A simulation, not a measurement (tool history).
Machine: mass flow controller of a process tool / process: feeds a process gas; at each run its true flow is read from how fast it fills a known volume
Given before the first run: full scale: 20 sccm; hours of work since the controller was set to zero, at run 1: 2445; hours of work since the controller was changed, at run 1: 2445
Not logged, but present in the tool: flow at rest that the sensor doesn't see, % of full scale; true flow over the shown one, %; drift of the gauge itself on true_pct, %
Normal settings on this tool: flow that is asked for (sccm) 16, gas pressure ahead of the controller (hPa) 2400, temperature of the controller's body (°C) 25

run,hour,flow that is asked for (sccm),gas pressure ahead of the controller (hPa),temperature of the controller's body (°C),hours of work since the controller was set to zero,hours of work since the controller was changed,true flow (%)
1,0.0,16,2400,25,2445,2445,99.62
2,182.9,16,2400,25,2514,2514,99.56
3,487.7,16,1590,25,2630,2630,98.96
4,816.9,16,1590,25,2754,2754,98.87
5,1011.4,16,1590,25,2827,2827,98.74
6,1239.9,16,1590,25,2914,2914,98.71
7,1527.8,16,1590,34,3022,3022,99.35
8,1844.3,16,2400,25,3142,3142,98.99
9,2041.7,16,2400,25,3216,3216,98.88
10,2301.1,16,2330,25,3314,3314,98.81
11,2575.4,16,2400,25,3418,3418,98.77
12,2851.7,16,2400,25,3522,3522,98.79
13,3121.8,16,2400,25,3624,3624,98.60
14,3417.8,16,1960,25,3736,3736,98.29
15,3669.5,2,1850,34,3831,3831,96.64
16,3897.9,2,1520,34,3918,3918,96.46
17,4132.6,7,1980,24,4006,4006,96.51
18,4320.9,7,1980,24,4077,4077,96.39
19,4563.2,7,1980,24,4169,4169,96.45
20,4864.0,7,1980,24,4282,4282,96.25
21,5115.5,7,2240,39,4377,4377,97.71
# hour 5213.4: gauge calibrated
22,5260.0,3,2520,31,4432,4432,98.08
23,5460.8,3,1770,21,4508,4508,96.83

Some steps in true flow (%) between neighbouring runs. How much of each would the tool show without its hidden state too (settings, what came in, random variation), and how much is left for the hidden state, with any gauge scatter that isn't in both results?
Run 14 -> 15: flow that is asked for (sccm) 16 -> 2, gas pressure ahead of the controller (hPa) 1960 -> 1850, temperature of the controller's body (°C) 25 -> 34. true flow (%) -1.65: hidden state -0.01, all else -1.64.
Run 16 -> 17: flow that is asked for (sccm) 2 -> 7, gas pressure ahead of the controller (hPa) 1520 -> 1980, temperature of the controller's body (°C) 34 -> 24. true flow (%) +0.05: hidden state -0.12, all else +0.17.
Run 20 -> 21: gas pressure ahead of the controller (hPa) 1980 -> 2240, temperature of the controller's body (°C) 24 -> 39. true flow (%) +1.46: hidden state -0.11, all else +1.57.
Run 21 -> 22: flow that is asked for (sccm) 7 -> 3, gas pressure ahead of the controller (hPa) 2240 -> 2520, temperature of the controller's body (°C) 39 -> 31, gauge calibrated. true flow (%) +0.37: hidden state +1.69, all else -1.32.
